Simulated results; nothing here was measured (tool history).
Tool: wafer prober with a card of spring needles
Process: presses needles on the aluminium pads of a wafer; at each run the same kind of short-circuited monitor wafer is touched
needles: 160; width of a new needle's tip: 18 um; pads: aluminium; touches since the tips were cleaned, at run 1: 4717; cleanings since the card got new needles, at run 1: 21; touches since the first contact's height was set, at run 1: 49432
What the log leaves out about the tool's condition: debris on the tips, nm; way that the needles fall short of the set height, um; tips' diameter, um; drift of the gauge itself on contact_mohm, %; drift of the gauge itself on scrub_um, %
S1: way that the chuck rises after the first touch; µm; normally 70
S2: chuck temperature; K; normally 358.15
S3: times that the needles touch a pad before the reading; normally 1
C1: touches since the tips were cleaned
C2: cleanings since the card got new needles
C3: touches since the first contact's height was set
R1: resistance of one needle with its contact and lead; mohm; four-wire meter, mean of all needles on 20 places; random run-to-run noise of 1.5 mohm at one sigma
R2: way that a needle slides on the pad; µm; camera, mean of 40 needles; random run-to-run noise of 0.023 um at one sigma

run 1 day=0.000 | S1=70 S2=358.15 S3=1 | C1=4717 C2=21 C3=49432 | R1=138 R2=8.74
-- day=0.292 tips cleaned on abrasive film
-- day=1.100 tips cleaned on abrasive film
run 2 day=1.100 | S1=70 S2=358.15 S3=1 | C1=0 C2=23 C3=60118 | R1=138 R2=8.79
-- day=1.962 tips cleaned on abrasive film
run 3 day=2.100 | S1=70 S2=358.15 S3=1 | C1=1321 C2=24 C3=69876 | R1=139 R2=8.76
-- day=2.808 tips cleaned on abrasive film
run 4 day=2.904 | S1=70 S2=358.15 S3=1 | C1=936 C2=25 C3=77739 | R1=141 R2=8.74
-- day=3.583 tips cleaned on abrasive film
run 5 day=3.908 | S1=70 S2=358.15 S3=1 | C1=3205 C2=26 C3=87541 | R1=139 R2=8.74
-- day=4.383 tips cleaned on abrasive film
run 6 day=4.838 | S1=70 S2=358.15 S3=1 | C1=4486 C2=27 C3=96627 | R1=138 R2=8.72
-- day=5.167 tips cleaned on abrasive film
run 7 day=5.567 | S1=64 S2=358.15 S3=1 | C1=3925 C2=28 C3=103707 | R1=141 R2=7.99
-- day=5.975 tips cleaned on abrasive film
-- day=6.767 tips cleaned on abrasive film
run 8 day=6.817 | S1=67 S2=358.15 S3=2 | C1=497 C2=30 C3=115890 | R1=140 R2=8.41
-- day=7.562 tips cleaned on abrasive film
run 9 day=7.912 | S1=64 S2=357.15 S3=1 | C1=3415 C2=31 C3=126586 | R1=140 R2=8.00
-- day=8.396 tips cleaned on abrasive film
-- day=9.075 height of the first contact set anew
run 10 day=9.096 | S1=85 S2=358.15 S3=1 | C1=6744 C2=32 C3=202 | R1=134 R2=10.65
-- day=9.183 tips cleaned on abrasive film
-- day=9.950 tips cleaned on abrasive film
run 11 day=10.150 | S1=60 S2=344.15 S3=1 | C1=1944 C2=34 C3=10443 | R1=137 R2=7.50
-- day=10.721 tips cleaned on abrasive film
run 12 day=11.138 | S1=74 S2=358.15 S3=1 | C1=4075 C2=35 C3=20082 | R1=136 R2=9.27

What if the next run were any one of these 4? Each begins from the tool's condition after run 12:
-- day=11.504 tips cleaned on abrasive film
-- day=12.325 tips cleaned on abrasive film
run A day=12.342 | S1=70 S2=358.15 S3=2 | C1=140 C2=37 C3=31817 | R1=? R2=?
-- day=11.504 tips cleaned on abrasive film
-- day=12.325 tips cleaned on abrasive film
run B day=12.342 | S1=74 S2=326.15 S3=1 | C1=140 C2=37 C3=31817 | R1=? R2=?
-- day=11.504 tips cleaned on abrasive film
-- day=12.325 tips cleaned on abrasive film
run C day=12.342 | S1=70 S2=358.15 S3=3 | C1=140 C2=37 C3=31817 | R1=? R2=?
-- day=11.504 tips cleaned on abrasive film
-- day=12.325 tips cleaned on abrasive film
run D day=12.342 | S1=56 S2=321.15 S3=3 | C1=140 C2=37 C3=31817 | R1=? R2=?

run=A R1=137 R2=8.76
run=B R1=131 R2=9.23
run=C R1=135 R2=8.74
run=D R1=138 R2=7.04
Without the tool's hidden state the same runs would have given:
run=A R1=137 R2=8.76
run=B R1=131 R2=9.23
run=C R1=135 R2=8.74
run=D R1=138 R2=7.04
